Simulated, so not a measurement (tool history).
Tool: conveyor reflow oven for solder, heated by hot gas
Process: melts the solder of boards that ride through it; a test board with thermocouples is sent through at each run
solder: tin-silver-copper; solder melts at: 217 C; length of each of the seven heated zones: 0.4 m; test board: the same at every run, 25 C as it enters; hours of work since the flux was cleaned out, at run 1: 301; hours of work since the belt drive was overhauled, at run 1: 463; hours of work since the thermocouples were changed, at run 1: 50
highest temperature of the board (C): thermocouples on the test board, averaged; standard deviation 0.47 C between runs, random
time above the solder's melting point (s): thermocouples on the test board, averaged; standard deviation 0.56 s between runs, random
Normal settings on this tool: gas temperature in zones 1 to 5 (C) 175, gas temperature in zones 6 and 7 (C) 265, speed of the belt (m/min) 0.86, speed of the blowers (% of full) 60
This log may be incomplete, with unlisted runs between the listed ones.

run,hour,gas temperature in zones 1 to 5 (C),gas temperature in zones 6 and 7 (C),speed of the belt (m/min),speed of the blowers (% of full),hours of work since the flux was cleaned out,hours of work since the belt drive was overhauled,hours of work since the thermocouples were changed,highest temperature of the board (C),time above the solder's melting point (s)
1,0,175,265,0.86,60,301,463,50,246.3,37.8
2,35.2,175,265,0.86,60,325,487,74,246.4,39.1
3,63.2,175,265,0.86,60,344,506,93,247.2,38.5
# hour 78.7: flux residue cleaned out of gas plates and filters
4,102.5,175,265,0.86,60,16,529,116,249.5,40.2
5,138.3,175,265,1.027,60,41,553,140,242.1,28.9
6,161.3,175,265,1.027,60,56,569,156,242.8,30
7,194.4,175,265,0.994,60,79,591,178,242.9,30.5
8,212.7,175,265,0.994,60,91,604,191,242.9,31
9,234.4,175,265,0.994,60,106,619,206,243.1,31.3
10,249.7,175,265,0.994,60,116,629,216,243.5,31.1
11,277.1,175,265,0.994,60,135,648,235,243.4,30.4
12,298.2,175,265,0.994,60,149,662,249,242.9,29.5

What does the tool deliver on the next run?
13,328.4,175,265,0.994,60,170,683,270,?,?

highest temperature of the board (C): 243.5
time above the solder's melting point (s): 29.4
If the tool had no hidden condition, the same run with the same run-to-run variation would have returned highest temperature of the board (C) 245.2, time above the solder's melting point (s) 30.1.

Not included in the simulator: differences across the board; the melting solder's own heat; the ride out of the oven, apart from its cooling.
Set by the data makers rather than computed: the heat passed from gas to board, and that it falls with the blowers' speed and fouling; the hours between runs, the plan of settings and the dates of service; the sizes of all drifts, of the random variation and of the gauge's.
